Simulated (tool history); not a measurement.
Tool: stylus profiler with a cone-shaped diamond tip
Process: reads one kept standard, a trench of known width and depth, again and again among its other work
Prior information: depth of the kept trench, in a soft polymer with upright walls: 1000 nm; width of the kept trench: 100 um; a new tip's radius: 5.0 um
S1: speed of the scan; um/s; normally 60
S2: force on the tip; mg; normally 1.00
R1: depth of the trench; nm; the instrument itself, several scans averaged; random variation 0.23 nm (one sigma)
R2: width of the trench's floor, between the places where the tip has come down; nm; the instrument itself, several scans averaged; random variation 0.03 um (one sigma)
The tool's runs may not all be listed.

Run 1, hour 0.0: usual settings. Result: R1 1009.14 nm, R2 93710 nm.
Run 2, hour 19.8: usual settings. Result: R1 1009.08 nm, R2 93700 nm.
Run 3, hour 44.9: usual settings but S2 0.41 mg. Result: R1 1005.08 nm, R2 93610 nm.
Run 4, hour 69.4: usual settings but S2 0.44 mg. Result: R1 1004.92 nm, R2 93590 nm.
Run 5, hour 84.6: usual settings but S2 0.44 mg. Result: R1 1005.98 nm, R2 93530 nm.
Run 6, hour 100.3: usual settings but S2 0.44 mg. Result: R1 1005.46 nm, R2 93500 nm.
Run 7, hour 119.5: usual settings but S2 0.44 mg. Result: R1 1005.34 nm, R2 93510 nm.
Run 8, hour 134.6: usual settings but S2 0.44 mg. Result: R1 1005.32 nm, R2 93510 nm.
Run 9, hour 145.7: usual settings but S1 24 um/s. Result: R1 1009.01 nm, R2 93770 nm.
Run 10, hour 167.4: usual settings but S1 16 um/s. Result: R1 1008.78 nm, R2 93730 nm.
Run 11, hour 190.2: usual settings but S1 16 um/s. Result: R1 1009.23 nm, R2 93770 nm.
Run 12, hour 207.9: usual settings but S1 70 um/s. Result: R1 1008.93 nm, R2 93470 nm.
Run 13, hour 224.9: usual settings but S1 70 um/s. Result: R1 1008.88 nm, R2 93460 nm.
Run 14, hour 242.6: usual settings but S1 70 um/s. Result: R1 1009.32 nm, R2 93440 nm.
Run 15, hour 258.5: usual settings but S1 70 um/s. Result: R1 1009.16 nm, R2 93470 nm.
Run 16, hour 276.7: usual settings but S1 70 um/s. Result: R1 1009.08 nm, R2 93480 nm.
Run 17, hour 299.5: usual settings but S1 70 um/s. Result: R1 1008.84 nm, R2 93360 nm.
Run 18, hour 311.0: usual settings but S1 108 um/s. Result: R1 1008.96 nm, R2 93250 nm.
Run 19, hour 335.0: usual settings but S1 108 um/s. Result: R1 1009.03 nm, R2 93210 nm.
Run 20, hour 352.0: usual settings but S1 108 um/s. Result: R1 1009.76 nm, R2 93200 nm.
Run 21, hour 367.1: usual settings but S1 108 um/s. Result: R1 1009.11 nm, R2 93200 nm.
Run 22, hour 378.2: usual settings but S1 108 um/s. Result: R1 1009.17 nm, R2 93170 nm.
Run 23, hour 389.3: usual settings but S1 74 um/s. Result: R1 1009.62 nm, R2 93270 nm.
Run 24, hour 410.9: usual settings but S1 30 um/s, S2 1.69 mg. Result: R1 1012.93 nm, R2 93480 nm.
Run 25, hour 425.5: usual settings but S1 30 um/s, S2 1.69 mg. Result: R1 1012.97 nm, R2 93480 nm.
Run 26, hour 442.6: usual settings but S1 30 um/s, S2 1.69 mg. Result: R1 1012.87 nm, R2 93450 nm.
Run 27, hour 452.8: usual settings but S1 63 um/s, S2 2.31 mg. Result: R1 1015.80 nm, R2 93380 nm.
Run 28, hour 472.4: usual settings but S1 148 um/s, S2 1.17 mg. Result: R1 1010.12 nm, R2 93010 nm.
Run 29, hour 482.6: usual settings but S1 197 um/s, S2 2.05 mg. Result: R1 1014.70 nm, R2 92930 nm.
Run 30, hour 497.5: usual settings but S1 55 um/s. Result: R1 1009.46 nm, R2 93240 nm.
Run 31, hour 516.3: usual settings but S1 30 um/s, S2 1.88 mg. Result: R1 1013.68 nm, R2 93370 nm.

The next listed run, before its measurement:
Run 32, hour 530.6: usual settings but S1 16 um/s, S2 1.12 mg. Result: R1 ?, R2 ?.

R1: 1009.99 nm
R2: 93440 nm
Without the tool's hidden state the same run would have given R1 1009.29 nm, R2 94010 nm.

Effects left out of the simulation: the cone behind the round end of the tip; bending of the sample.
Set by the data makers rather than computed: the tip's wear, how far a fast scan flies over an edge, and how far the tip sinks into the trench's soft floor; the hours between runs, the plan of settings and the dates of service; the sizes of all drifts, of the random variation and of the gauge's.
